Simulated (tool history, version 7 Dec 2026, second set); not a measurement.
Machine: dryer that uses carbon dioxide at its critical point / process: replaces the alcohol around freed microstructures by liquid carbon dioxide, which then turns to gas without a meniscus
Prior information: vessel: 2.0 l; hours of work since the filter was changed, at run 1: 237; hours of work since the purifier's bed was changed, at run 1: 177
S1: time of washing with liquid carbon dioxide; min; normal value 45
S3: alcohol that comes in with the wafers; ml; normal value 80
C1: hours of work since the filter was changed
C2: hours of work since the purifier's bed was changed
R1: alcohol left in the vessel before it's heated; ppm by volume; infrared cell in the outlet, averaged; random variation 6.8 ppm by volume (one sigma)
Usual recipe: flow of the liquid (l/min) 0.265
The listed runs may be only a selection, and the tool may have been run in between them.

{"run": 1, "hour": 0.0, "S1": 45, "flow of the liquid (l/min)": 0.265, "S3": 80, "C1": 237, "C2": 177, "R1": 445}
{"run": 2, "hour": 37.6, "S1": 45, "flow of the liquid (l/min)": 0.265, "S3": 80, "C1": 250, "C2": 191, "R1": 460}
{"run": 3, "hour": 95.0, "S1": 45, "flow of the liquid (l/min)": 0.265, "S3": 104, "C1": 270, "C2": 211, "R1": 582}
{"run": 4, "hour": 131.1, "S1": 45, "flow of the liquid (l/min)": 0.265, "S3": 80, "C1": 283, "C2": 224, "R1": 471}
{"run": 5, "hour": 172.6, "S1": 45, "flow of the liquid (l/min)": 0.265, "S3": 80, "C1": 298, "C2": 238, "R1": 464}
{"hour": 216.9, "done": "inlet filter changed"}
{"run": 6, "hour": 225.5, "S1": 45, "flow of the liquid (l/min)": 0.265, "S3": 80, "C1": 3, "C2": 256, "R1": 364}
{"run": 7, "hour": 262.4, "S1": 45, "flow of the liquid (l/min)": 0.265, "S3": 80, "C1": 16, "C2": 269, "R1": 380}
{"run": 8, "hour": 292.1, "S1": 45, "flow of the liquid (l/min)": 0.265, "S3": 80, "C1": 26, "C2": 280, "R1": 390}
{"run": 9, "hour": 350.7, "S1": 45, "flow of the liquid (l/min)": 0.265, "S3": 80, "C1": 47, "C2": 300, "R1": 402}
{"run": 10, "hour": 398.9, "S1": 37, "flow of the liquid (l/min)": 0.265, "S3": 80, "C1": 64, "C2": 317, "R1": 863}
{"run": 11, "hour": 427.5, "S1": 37, "flow of the liquid (l/min)": 0.265, "S3": 80, "C1": 74, "C2": 328, "R1": 852}
{"run": 12, "hour": 472.9, "S1": 48, "flow of the liquid (l/min)": 0.203, "S3": 40, "C1": 90, "C2": 344, "R1": 504}
{"run": 13, "hour": 502.4, "S1": 51, "flow of the liquid (l/min)": 0.203, "S3": 77, "C1": 101, "C2": 354, "R1": 727}
{"run": 14, "hour": 559.7, "S1": 51, "flow of the liquid (l/min)": 0.203, "S3": 77, "C1": 121, "C2": 374, "R1": 766}
{"run": 15, "hour": 616.7, "S1": 54, "flow of the liquid (l/min)": 0.203, "S3": 77, "C1": 141, "C2": 394, "R1": 621}
{"run": 16, "hour": 651.3, "S1": 54, "flow of the liquid (l/min)": 0.203, "S3": 77, "C1": 153, "C2": 406, "R1": 636}
{"run": 17, "hour": 713.7, "S1": 29, "flow of the liquid (l/min)": 0.354, "S3": 115, "C1": 175, "C2": 428, "R1": 1035}
{"run": 18, "hour": 766.5, "S1": 29, "flow of the liquid (l/min)": 0.191, "S3": 60, "C1": 193, "C2": 447, "R1": 3613}
{"run": 19, "hour": 792.7, "S1": 29, "flow of the liquid (l/min)": 0.191, "S3": 60, "C1": 203, "C2": 456, "R1": 3750}
{"run": 20, "hour": 819.5, "S1": 31, "flow of the liquid (l/min)": 0.336, "S3": 24, "C1": 212, "C2": 466, "R1": 310}

Branching from run 20: 3 alternative next runs. What would each branch give?
{"run": "A", "hour": 855.8, "S1": 31, "flow of the liquid (l/min)": 0.41, "S3": 60, "C1": 225, "C2": 478, "R1": "?"}
{"run": "B", "hour": 855.8, "S1": 45, "flow of the liquid (l/min)": 0.265, "S3": 24, "C1": 225, "C2": 478, "R1": "?"}
{"run": "C", "hour": 855.8, "S1": 30, "flow of the liquid (l/min)": 0.265, "S3": 80, "C1": 225, "C2": 478, "R1": "?"}

run=A R1=293
run=B R1=227
run=C R1=1912
With the hidden condition removed and each run's random variation left untouched, the same runs would have given:
run=A R1=143
run=B R1=100
run=C R1=1527

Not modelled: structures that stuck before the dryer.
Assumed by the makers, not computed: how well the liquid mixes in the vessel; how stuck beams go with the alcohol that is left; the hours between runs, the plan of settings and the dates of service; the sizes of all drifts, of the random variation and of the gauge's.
